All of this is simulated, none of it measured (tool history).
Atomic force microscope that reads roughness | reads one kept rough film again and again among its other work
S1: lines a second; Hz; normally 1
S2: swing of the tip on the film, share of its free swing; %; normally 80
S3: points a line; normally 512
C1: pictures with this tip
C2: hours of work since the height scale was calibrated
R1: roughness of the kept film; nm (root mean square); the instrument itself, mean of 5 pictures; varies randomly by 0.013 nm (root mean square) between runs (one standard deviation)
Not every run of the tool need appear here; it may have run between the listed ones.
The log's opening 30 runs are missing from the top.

run,hour,S1,S2,S3,C1,C2,R1
# hour 1442.4: new tip fitted
31,1487.2,3.68,80,552,68,518,2.56
32,1542.1,3,80,433,151,558,2.29
33,1571.3,3,80,433,196,579,2.185
# hour 1636.8: new tip fitted
34,1636.8,3,80,433,0,625,2.87
35,1674.7,0.55,71,979,57,653,2.853
36,1730.2,0.55,71,979,142,693,2.514
37,1794.8,0.55,71,979,240,739,2.214
# hour 1830: new tip fitted
38,1845.2,1.47,89,814,23,775,2.885
39,1911.7,3.62,89,332,124,822,2.225
40,1959.9,1.02,80,526,197,857,2.263
41,1998.3,1.02,80,526,255,885,2.101
# hour 2021.4: new tip fitted
42,2064.3,1,80,696,65,932,2.739
43,2114.1,1,80,696,141,967,2.484
44,2180.1,1,80,696,241,1015,2.201
# hour 2217.6: new tip fitted
45,2245.7,2.11,82,579,43,1062,2.722
46,2290.9,1.15,78,677,112,1094,2.552
47,2323.5,1.15,78,677,161,1117,2.384
48,2352.7,1.7,80,986,206,1138,2.212
49,2398.2,1.7,80,986,275,1171,2.048

Below are 5 alternative next runs, each starting from the tool's condition after run 49. Predict each:
# hour 2409.2: new tip fitted
A,2435.8,1.7,80,867,40,1198,?
# hour 2409.2: new tip fitted
B,2435.8,2.77,62,653,40,1198,?
# hour 2409.2: new tip fitted
C,2435.8,1.54,64,269,40,1198,?
# hour 2409.2: new tip fitted
D,2435.8,0.72,64,632,40,1198,?
# hour 2409.2: new tip fitted
E,2435.8,1.7,76,986,40,1198,?

run,R1
A,2.822
B,2.82
C,2.818
D,2.906
E,2.82
Without the tool's unlogged condition, the same runs would have read:
run,R1
A,3.009
B,3.007
C,3.004
D,3.098
E,3.008
